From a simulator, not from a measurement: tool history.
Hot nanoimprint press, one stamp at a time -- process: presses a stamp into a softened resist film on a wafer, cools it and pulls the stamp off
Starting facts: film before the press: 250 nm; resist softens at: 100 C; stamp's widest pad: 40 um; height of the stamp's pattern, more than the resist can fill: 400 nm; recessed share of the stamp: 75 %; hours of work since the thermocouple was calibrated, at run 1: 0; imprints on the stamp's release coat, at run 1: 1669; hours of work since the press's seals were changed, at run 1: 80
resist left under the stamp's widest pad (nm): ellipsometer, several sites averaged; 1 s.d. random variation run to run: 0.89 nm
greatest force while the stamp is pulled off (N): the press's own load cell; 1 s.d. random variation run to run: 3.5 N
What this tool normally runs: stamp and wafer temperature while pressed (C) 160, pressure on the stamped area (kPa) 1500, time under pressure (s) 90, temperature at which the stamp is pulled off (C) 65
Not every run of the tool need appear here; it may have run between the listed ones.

run	hour	stamp and wafer temperature while pressed (C)	pressure on the stamped area (kPa)	time under pressure (s)	temperature at which the stamp is pulled off (C)	hours of work since the thermocouple was calibrated	imprints on the stamp's release coat	hours of work since the press's seals were changed	resist left under the stamp's widest pad (nm)	greatest force while the stamp is pulled off (N)
1	0.0	160	1500	90	65	0	1669	80	125.0	211
2	29.6	153	1500	90	65	18	1727	98	157.2	217
# hour 56.4: stamp cleaned and given a new release coat
3	66.2	153	1500	90	65	37	19	117	158.9	168
4	89.3	153	1500	90	65	51	65	131	158.1	171
5	105.3	153	1500	90	65	60	97	140	159.7	173
6	136.2	153	1500	149	65	79	157	159	136.3	170
7	164.2	153	1500	149	65	96	212	176	138.1	173
8	185.7	160	1500	90	65	109	255	189	125.1	180
9	210.6	160	1500	90	65	125	304	205	127.3	170
10	226.0	160	1500	90	65	134	334	214	124.9	176
11	243.2	160	1500	54	65	144	368	224	151.0	184
12	269.4	160	1500	54	65	160	420	240	149.2	184
13	293.7	160	1500	54	65	175	467	255	148.5	176
14	319.4	160	1500	54	65	191	518	271	150.8	189
15	339.0	160	1500	54	65	203	557	283	150.5	191
16	368.5	160	1500	54	65	221	615	301	149.1	192
17	389.0	160	1500	90	61	233	655	313	128.5	210
18	411.5	161	1500	90	58	247	699	327	122.2	222
19	430.3	160	1500	142	65	258	736	338	110.1	193
20	446.6	150	1500	90	70	268	768	348	179.5	167
21	475.8	152	1390	69	68	286	826	366	182.1	185
22	489.4	168	1500	90	65	294	853	374	96.8	194
23	513.5	168	1500	90	65	309	900	389	95.4	194
24	535.6	169	1290	57	68	322	944	402	119.6	186
25	555.1	158	1500	90	65	334	982	414	139.3	204
26	580.8	160	1050	75	54	350	1033	430	158.5	277
# hour 596.6: plate thermocouple calibrated
27	609.1	160	1050	75	54	8	1082	445	152.5	264
28	631.0	160	1050	75	54	21	1125	459	152.8	258
29	653.0	160	1050	75	54	34	1169	472	151.0	265
30	682.0	157	1060	79	65	52	1226	490	163.4	198
31	702.4	161	1150	172	54	64	1266	502	106.0	269

What if the next run were any one of these 3? Each begins from the tool's condition after run 31:
A	724.9	160	1500	97	63	78	1310	516	?	?
B	724.9	170	1150	172	69	78	1310	516	?	?
C	724.9	155	1500	90	65	78	1310	516	?	?

run	resist left under the stamp's widest pad (nm)	greatest force while the stamp is pulled off (N)
A	119.7	212
B	75.7	172
C	147.1	196
Without the tool's unlogged condition, the same runs would have read:
run	resist left under the stamp's widest pad (nm)	greatest force while the stamp is pulled off (N)
A	118.2	176
B	74.8	143
C	145.5	163
